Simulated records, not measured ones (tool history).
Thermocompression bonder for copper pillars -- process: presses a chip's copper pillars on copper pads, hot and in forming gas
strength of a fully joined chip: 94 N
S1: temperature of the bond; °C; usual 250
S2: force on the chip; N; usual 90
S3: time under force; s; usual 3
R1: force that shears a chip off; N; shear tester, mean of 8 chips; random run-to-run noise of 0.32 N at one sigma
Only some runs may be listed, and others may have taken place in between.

run	hour	S1	S2	S3	R1
1	0.0	250	90	3	60.2
2	26.7	250	90	3	60.2
3	52.8	250	90	2	53.2
4	73.3	250	90	2	52.9
5	89.9	250	90	2	53.9
6	105.4	250	90	2	53.6
7	118.5	250	90	2	53.0
8	146.0	250	90	6	71.5
9	167.5	250	90	6	71.4
10	193.2	250	90	6	71.2
11	207.0	250	90	6	71.5
12	228.4	250	90	6	72.0
13	252.3	250	90	6	72.5
14	278.4	273	90	3	73.2
15	302.4	273	90	3	73.5
16	317.5	250	79	3	56.7
17	331.5	250	65	3	49.8
18	357.1	250	90	3	60.7
19	381.8	250	124	3	71.4
# hour 391.6: forming gas filter changed
20	413.1	228	82	6	57.2
21	433.7	242	75	7	66.3
22	454.8	242	86	7	70.8
23	479.0	249	114	5	78.8
24	493.4	250	114	4	76.4
25	517.8	250	93	6	75.7
26	547.2	250	93	6	75.7
27	564.0	262	93	6	81.7
28	580.8	263	90	3	71.3
29	609.5	263	90	3	71.5
30	629.3	279	92	4	82.7
# hour 641.0: heater calibrated with a thermocouple chip
31	652.3	279	106	4	81.8
32	675.8	279	106	4	81.6
33	699.4	243	94	3	55.1
34	717.9	243	94	3	55.1
35	737.0	243	94	3	55.0
36	750.7	243	94	3	55.0
37	779.8	250	58	3	43.2
38	803.6	250	58	3	43.3

Hidden state or all else? Some run-to-run changes of R1, split into what the settings, what came in and random variation would give without the hidden state, and what is left for the hidden state (with any gauge scatter that isn't in both results):
The hidden state here: true temperature of the bond over the reading, C; force that reaches the chip, % of what is set; oxide that the forming gas leaves, % of the face; drift of the gauge itself on shear_n, %.
Run 7 -> 8: S3 2 -> 6. R1 +18.5 N: hidden state -0.4, all else +18.9.
Run 15 -> 16: S1 273 -> 250, S2 90 -> 79. R1 -16.8 N: hidden state +1.5, all else -18.3.
Run 19 -> 20: S1 250 -> 228, S2 124 -> 82, S3 3 -> 6, forming gas filter changed. R1 -14.2 N: hidden state +4.1, all else -18.3.
Run 29 -> 30: S1 263 -> 279, S2 90 -> 92, S3 3 -> 4. R1 +11.2 N: hidden state -2.4, all else +13.6.
Run 30 -> 31: S2 92 -> 106, heater calibrated with a thermocouple chip. R1 -0.9 N: hidden state -4.1, all else +3.2.
Run 32 -> 33: S1 279 -> 243, S2 106 -> 94, S3 4 -> 3. R1 -26.5 N: hidden state +1.3, all else -27.8.
